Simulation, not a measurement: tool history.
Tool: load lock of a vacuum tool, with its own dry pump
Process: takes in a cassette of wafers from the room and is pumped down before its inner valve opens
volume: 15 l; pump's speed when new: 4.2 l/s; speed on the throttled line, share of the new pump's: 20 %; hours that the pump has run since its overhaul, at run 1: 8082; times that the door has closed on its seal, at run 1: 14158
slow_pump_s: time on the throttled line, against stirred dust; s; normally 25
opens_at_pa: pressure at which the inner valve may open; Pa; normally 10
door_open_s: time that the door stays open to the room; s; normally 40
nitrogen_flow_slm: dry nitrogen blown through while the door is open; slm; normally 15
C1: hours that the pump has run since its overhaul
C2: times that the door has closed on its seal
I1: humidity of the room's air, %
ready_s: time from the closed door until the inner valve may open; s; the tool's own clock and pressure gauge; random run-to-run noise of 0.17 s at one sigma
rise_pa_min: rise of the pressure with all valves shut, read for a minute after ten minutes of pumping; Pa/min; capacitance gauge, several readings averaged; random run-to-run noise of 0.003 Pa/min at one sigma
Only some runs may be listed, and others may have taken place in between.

run 1 hour=0.0 | slow_pump_s=25 opens_at_pa=10 door_open_s=40 nitrogen_flow_slm=15 | C1=8082 C2=14158 | I1=46.0 | ready_s=54.2 rise_pa_min=0.091
run 2 hour=214.9 | slow_pump_s=25 opens_at_pa=10 door_open_s=40 nitrogen_flow_slm=15 | C1=8297 C2=14875 | I1=47.4 | ready_s=54.0 rise_pa_min=0.100
run 3 hour=441.3 | slow_pump_s=25 opens_at_pa=10 door_open_s=40 nitrogen_flow_slm=13 | C1=8524 C2=15631 | I1=43.8 | ready_s=54.0 rise_pa_min=0.105
run 4 hour=570.7 | slow_pump_s=25 opens_at_pa=10 door_open_s=94 nitrogen_flow_slm=15 | C1=8653 C2=16063 | I1=47.9 | ready_s=53.8 rise_pa_min=0.116
run 5 hour=719.9 | slow_pump_s=25 opens_at_pa=10 door_open_s=94 nitrogen_flow_slm=15 | C1=8802 C2=16561 | I1=43.5 | ready_s=54.2 rise_pa_min=0.118
run 6 hour=920.7 | slow_pump_s=25 opens_at_pa=10 door_open_s=94 nitrogen_flow_slm=15 | C1=9003 C2=17231 | I1=45.4 | ready_s=54.0 rise_pa_min=0.128
run 7 hour=1105.9 | slow_pump_s=25 opens_at_pa=10 door_open_s=94 nitrogen_flow_slm=15 | C1=9188 C2=17850 | I1=44.9 | ready_s=54.1 rise_pa_min=0.130
run 8 hour=1315.2 | slow_pump_s=25 opens_at_pa=10 door_open_s=40 nitrogen_flow_slm=15 | C1=9397 C2=18549 | I1=47.9 | ready_s=54.1 rise_pa_min=0.128
run 9 hour=1486.4 | slow_pump_s=25 opens_at_pa=10 door_open_s=40 nitrogen_flow_slm=15 | C1=9569 C2=19120 | I1=43.9 | ready_s=54.3 rise_pa_min=0.131
run 10 hour=1612.7 | slow_pump_s=40 opens_at_pa=10 door_open_s=40 nitrogen_flow_slm=15 | C1=9695 C2=19542 | I1=45.5 | ready_s=65.7 rise_pa_min=0.141
run 11 hour=1712.5 | slow_pump_s=40 opens_at_pa=10 door_open_s=40 nitrogen_flow_slm=15 | C1=9795 C2=19875 | I1=48.8 | ready_s=66.0 rise_pa_min=0.135
run 12 hour=1946.4 | slow_pump_s=25 opens_at_pa=7 door_open_s=40 nitrogen_flow_slm=15 | C1=10029 C2=20656 | I1=42.4 | ready_s=55.5 rise_pa_min=0.147
run 13 hour=2044.0 | slow_pump_s=25 opens_at_pa=7 door_open_s=40 nitrogen_flow_slm=15 | C1=10126 C2=20981 | I1=46.3 | ready_s=55.5 rise_pa_min=0.151
run 14 hour=2187.4 | slow_pump_s=25 opens_at_pa=7 door_open_s=40 nitrogen_flow_slm=15 | C1=10270 C2=21460 | I1=44.3 | ready_s=55.7 rise_pa_min=0.151
run 15 hour=2360.0 | slow_pump_s=25 opens_at_pa=7 door_open_s=40 nitrogen_flow_slm=15 | C1=10442 C2=22036 | I1=43.8 | ready_s=55.6 rise_pa_min=0.157
run 16 hour=2549.7 | slow_pump_s=25 opens_at_pa=10 door_open_s=40 nitrogen_flow_slm=15 | C1=10632 C2=22670 | I1=48.0 | ready_s=54.2 rise_pa_min=0.168
run 17 hour=2643.5 | slow_pump_s=25 opens_at_pa=10 door_open_s=40 nitrogen_flow_slm=15 | C1=10726 C2=22983 | I1=43.0 | ready_s=54.4 rise_pa_min=0.170
run 18 hour=2870.1 | slow_pump_s=25 opens_at_pa=10 door_open_s=40 nitrogen_flow_slm=15 | C1=10952 C2=23739 | I1=45.9 | ready_s=54.5 rise_pa_min=0.178
run 19 hour=3099.3 | slow_pump_s=25 opens_at_pa=10 door_open_s=98 nitrogen_flow_slm=15 | C1=11182 C2=24504 | I1=46.0 | ready_s=54.3 rise_pa_min=0.201
run 20 hour=3211.2 | slow_pump_s=24 opens_at_pa=10 door_open_s=180 nitrogen_flow_slm=26 | C1=11293 C2=24878 | I1=44.4 | ready_s=53.7 rise_pa_min=0.196
run 21 hour=3367.0 | slow_pump_s=25 opens_at_pa=10 door_open_s=114 nitrogen_flow_slm=45 | C1=11449 C2=25398 | I1=46.2 | ready_s=54.5 rise_pa_min=0.191
run 22 hour=3472.3 | slow_pump_s=25 opens_at_pa=10 door_open_s=114 nitrogen_flow_slm=45 | C1=11555 C2=25750 | I1=45.0 | ready_s=54.4 rise_pa_min=0.198
run 23 hour=3585.1 | slow_pump_s=32 opens_at_pa=8 door_open_s=124 nitrogen_flow_slm=7 | C1=11667 C2=26126 | I1=41.3 | ready_s=60.9 rise_pa_min=0.230
run 24 hour=3784.0 | slow_pump_s=14 opens_at_pa=17 door_open_s=112 nitrogen_flow_slm=5 | C1=11866 C2=26790 | I1=45.4 | ready_s=44.0 rise_pa_min=0.249
-- hour=3947.6 door's seal changed, seat wiped
run 25 hour=3947.9 | slow_pump_s=14 opens_at_pa=10 door_open_s=67 nitrogen_flow_slm=28 | C1=12029 C2=1 | I1=44.9 | ready_s=45.9 rise_pa_min=0.019
run 26 hour=4122.1 | slow_pump_s=14 opens_at_pa=10 door_open_s=67 nitrogen_flow_slm=28 | C1=12203 C2=583 | I1=44.7 | ready_s=45.8 rise_pa_min=0.021
run 27 hour=4270.1 | slow_pump_s=14 opens_at_pa=10 door_open_s=67 nitrogen_flow_slm=28 | C1=12351 C2=1077 | I1=41.4 | ready_s=46.1 rise_pa_min=0.020
run 28 hour=4470.8 | slow_pump_s=14 opens_at_pa=10 door_open_s=112 nitrogen_flow_slm=28 | C1=12552 C2=1747 | I1=39.9 | ready_s=46.2 rise_pa_min=0.025
run 29 hour=4603.5 | slow_pump_s=25 opens_at_pa=10 door_open_s=40 nitrogen_flow_slm=22 | C1=12684 C2=2190 | I1=45.3 | ready_s=54.3 rise_pa_min=0.022
run 30 hour=4744.9 | slow_pump_s=25 opens_at_pa=10 door_open_s=40 nitrogen_flow_slm=22 | C1=12826 C2=2662 | I1=48.2 | ready_s=54.4 rise_pa_min=0.025
run 31 hour=4955.7 | slow_pump_s=25 opens_at_pa=8 door_open_s=72 nitrogen_flow_slm=7 | C1=13036 C2=3366 | I1=43.1 | ready_s=55.8 rise_pa_min=0.047
run 32 hour=5105.2 | slow_pump_s=36 opens_at_pa=10 door_open_s=146 nitrogen_flow_slm=15 | C1=13186 C2=3865 | I1=47.5 | ready_s=63.2 rise_pa_min=0.053
run 33 hour=5207.6 | slow_pump_s=36 opens_at_pa=10 door_open_s=146 nitrogen_flow_slm=15 | C1=13288 C2=4206 | I1=46.6 | ready_s=63.5 rise_pa_min=0.057
run 34 hour=5338.2 | slow_pump_s=17 opens_at_pa=10 door_open_s=146 nitrogen_flow_slm=15 | C1=13419 C2=4643 | I1=47.5 | ready_s=48.6 rise_pa_min=0.061
run 35 hour=5435.5 | slow_pump_s=17 opens_at_pa=10 door_open_s=146 nitrogen_flow_slm=15 | C1=13516 C2=4967 | I1=46.0 | ready_s=48.5 rise_pa_min=0.060
run 36 hour=5540.9 | slow_pump_s=17 opens_at_pa=10 door_open_s=146 nitrogen_flow_slm=15 | C1=13622 C2=5319 | I1=44.1 | ready_s=48.8 rise_pa_min=0.058
run 37 hour=5754.9 | slow_pump_s=17 opens_at_pa=10 door_open_s=29 nitrogen_flow_slm=5 | C1=13836 C2=6034 | I1=42.2 | ready_s=48.5 rise_pa_min=0.052

Alternative continuations, all from the tool just after run 37; predict every row:
run A hour=5924.1 | slow_pump_s=14 opens_at_pa=10 door_open_s=68 nitrogen_flow_slm=15 | C1=14005 C2=6598 | I1=49.2 | ready_s=? rise_pa_min=?
run B hour=5924.1 | slow_pump_s=37 opens_at_pa=14 door_open_s=72 nitrogen_flow_slm=5 | C1=14005 C2=6598 | I1=45.6 | ready_s=? rise_pa_min=?
run C hour=5924.1 | slow_pump_s=25 opens_at_pa=10 door_open_s=40 nitrogen_flow_slm=9 | C1=14005 C2=6598 | I1=47.2 | ready_s=? rise_pa_min=?
run D hour=5924.1 | slow_pump_s=25 opens_at_pa=10 door_open_s=224 nitrogen_flow_slm=42 | C1=14005 C2=6598 | I1=44.5 | ready_s=? rise_pa_min=?

run=A ready_s=46.2 rise_pa_min=0.049
run=B ready_s=63.4 rise_pa_min=0.069
run=C ready_s=54.7 rise_pa_min=0.050
run=D ready_s=54.9 rise_pa_min=0.049
With no hidden state in the tool, these same runs would have given:
run=A ready_s=43.8 rise_pa_min=0.026
run=B ready_s=61.4 rise_pa_min=0.047
run=C ready_s=52.5 rise_pa_min=0.028
run=D ready_s=52.6 rise_pa_min=0.027
